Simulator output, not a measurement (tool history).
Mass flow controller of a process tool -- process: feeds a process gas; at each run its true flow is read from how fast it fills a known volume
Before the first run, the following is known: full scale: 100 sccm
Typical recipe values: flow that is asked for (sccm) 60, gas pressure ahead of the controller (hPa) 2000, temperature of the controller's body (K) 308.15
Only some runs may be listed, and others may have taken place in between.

| run | hour | flow that is asked for (sccm) | gas pressure ahead of the controller (hPa) | temperature of the controller's body (K) | true flow (%) |
|---|---|---|---|---|---|
| 1 | 0.0 | 60 | 2000 | 308.15 | 94.62 |
| 2 | 53.9 | 60 | 2780 | 308.15 | 94.03 |
| 3 | 127.6 | 60 | 2000 | 308.15 | 94.54 |
| 4 | 175.6 | 60 | 2000 | 308.15 | 94.46 |
| 5 | 249.5 | 60 | 2000 | 308.15 | 94.50 |
|  | 257.8 | controller's zero set anew |
| 6 | 342.3 | 60 | 2000 | 308.15 | 94.32 |
| 7 | 433.4 | 60 | 2000 | 308.15 | 94.27 |
| 8 | 502.6 | 60 | 2000 | 308.15 | 94.18 |
| 9 | 585.7 | 60 | 2000 | 308.15 | 94.13 |
| 10 | 637.4 | 60 | 2000 | 308.15 | 94.11 |
|  | 676.0 | controller's zero set anew, once more |
| 11 | 727.9 | 60 | 2220 | 305.15 | 94.86 |
| 12 | 801.5 | 60 | 2700 | 293.15 | 95.00 |
| 13 | 870.0 | 69 | 1990 | 302.15 | 95.24 |
| 14 | 910.3 | 69 | 1990 | 302.15 | 95.15 |
| 15 | 977.2 | 69 | 1990 | 311.15 | 94.74 |
| 16 | 1030.1 | 31 | 2730 | 304.15 | 93.42 |
| 17 | 1089.5 | 45 | 1890 | 299.15 | 94.60 |

Alternative continuations, all from the tool just after run 17; predict every row:
| A | 1143.1 | 60 | 2000 | 297.15 | ? |
| B | 1143.1 | 97 | 1740 | 312.15 | ? |
| C | 1143.1 | 60 | 2000 | 296.15 | ? |
| D | 1143.1 | 45 | 1980 | 294.15 | ? |
| E | 1143.1 | 94 | 1710 | 298.15 | ? |

| run | true flow (%) |
|---|---|
| A | 94.95 |
| B | 95.64 |
| C | 94.98 |
| D | 94.74 |
| E | 96.12 |
What these runs would have given with no unlogged condition in the tool:
| run | true flow (%) |
|---|---|
| A | 98.82 |
| B | 99.47 |
| C | 98.85 |
| D | 98.64 |
| E | 99.96 |
